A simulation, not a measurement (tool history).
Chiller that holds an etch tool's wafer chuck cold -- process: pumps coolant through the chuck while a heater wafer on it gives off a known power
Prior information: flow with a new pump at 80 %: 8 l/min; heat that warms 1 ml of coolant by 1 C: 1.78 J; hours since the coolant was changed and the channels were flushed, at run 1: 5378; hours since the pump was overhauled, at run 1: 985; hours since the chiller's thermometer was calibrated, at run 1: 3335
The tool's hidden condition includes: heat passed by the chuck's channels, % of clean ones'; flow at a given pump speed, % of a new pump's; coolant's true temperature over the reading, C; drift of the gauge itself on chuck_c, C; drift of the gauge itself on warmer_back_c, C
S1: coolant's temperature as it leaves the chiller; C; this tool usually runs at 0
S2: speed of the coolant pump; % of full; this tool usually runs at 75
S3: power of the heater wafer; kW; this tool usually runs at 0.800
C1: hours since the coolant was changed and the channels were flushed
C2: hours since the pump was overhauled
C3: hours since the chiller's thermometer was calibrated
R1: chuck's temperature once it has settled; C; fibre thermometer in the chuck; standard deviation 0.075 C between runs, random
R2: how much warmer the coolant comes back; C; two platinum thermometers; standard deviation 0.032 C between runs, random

run    hour  S1  S2     S3    C1    C2    C3     R1    R2
  1     0.0   0  75  0.800  5378   985  3335   8.54  3.75
  2    43.3   0  82  0.800  5421  1028  3378   7.90  3.35
  3   104.1   7  75  0.800  5482  1089  3439  15.49  3.68
  4   148.6   0  75  0.800  5527  1133  3483   8.47  3.70
  5   201.4   0  75  0.800  5580  1186  3536   8.42  3.72
  6   251.0   2  75  0.800  5629  1236  3586  10.46  3.70
  7   282.2   2  75  0.800  5660  1267  3617  10.46  3.69
  8   321.9   0  77  0.800  5700  1307  3657   8.19  3.64
  9   380.9   0  77  0.800  5759  1366  3716   8.26  3.61
 10   408.9   0  77  0.800  5787  1393  3744   8.26  3.56
 11   435.4   0  64  0.800  5814  1420  3770   9.44  4.42
 12   478.1  -8  64  0.800  5856  1463  3813   1.49  4.48
 13   520.3  -8  64  0.800  5898  1505  3855   1.47  4.47
 14   581.2  -8  64  0.800  5959  1566  3916   1.41  4.46
      602.7  -- coolant changed, channels flushed
 15   637.5   5  75  0.800    35  1616  3966  12.82  3.79
 16   671.8   0  89  0.800    69  1650  4001   6.85  3.09
      692.6  -- chiller's thermometer calibrated
 17   734.4   3  60  0.481   131  1712    42   8.51  2.93
 18   769.7   3  92  0.631   166  1747    77   8.43  2.38
 19   821.8   4  92  0.631   218  1799   129   9.43  2.40
 20   849.4  -9  62  0.630   246  1827   157  -1.94  3.66
 21   875.1  -9  62  0.630   271  1853   183  -1.84  3.69
 22   904.9   9  67  0.463   301  1883   212  13.88  2.48
 23   940.5   7  91  0.865   337  1918   248  14.65  3.30
 24   977.3  -1  75  0.460   374  1955   285   3.58  2.16
 25  1006.3  -1  75  0.423   403  1984   314   3.25  2.06
 26  1063.8   2  81  0.962   460  2041   371  11.16  4.15
 27  1126.2   2  81  0.962   523  2104   434  11.25  4.16
 28  1163.8   2  81  0.962   560  2141   471  11.25  4.19
 29  1203.8   2  81  0.962   600  2181   511  11.24  4.09
 30  1250.4   9  61  0.787   647  2228   558  18.16  4.70
 31  1282.0   9  61  0.787   678  2260   589  18.11  4.77
 32  1321.5   9  61  0.787   718  2299   629  18.12  4.72

3 ways to go on from here, each from the tool as it stands after run 32. What would each give?
  A  1377.9   9  71  0.787  774  2355  685   ?   ?
  B  1377.9   0  99  0.800  774  2355  685   ?   ?
  C  1377.9   0  75  0.706  774  2355  685   ?   ?

run     R1    R2
  A  17.20  4.00
  B   6.74  2.84
  C   7.10  3.36
Stripped of hidden state, with their random variation kept, the same runs would have yielded:
run     R1    R2
  A  17.04  3.82
  B   6.65  2.72
  C   6.99  3.21

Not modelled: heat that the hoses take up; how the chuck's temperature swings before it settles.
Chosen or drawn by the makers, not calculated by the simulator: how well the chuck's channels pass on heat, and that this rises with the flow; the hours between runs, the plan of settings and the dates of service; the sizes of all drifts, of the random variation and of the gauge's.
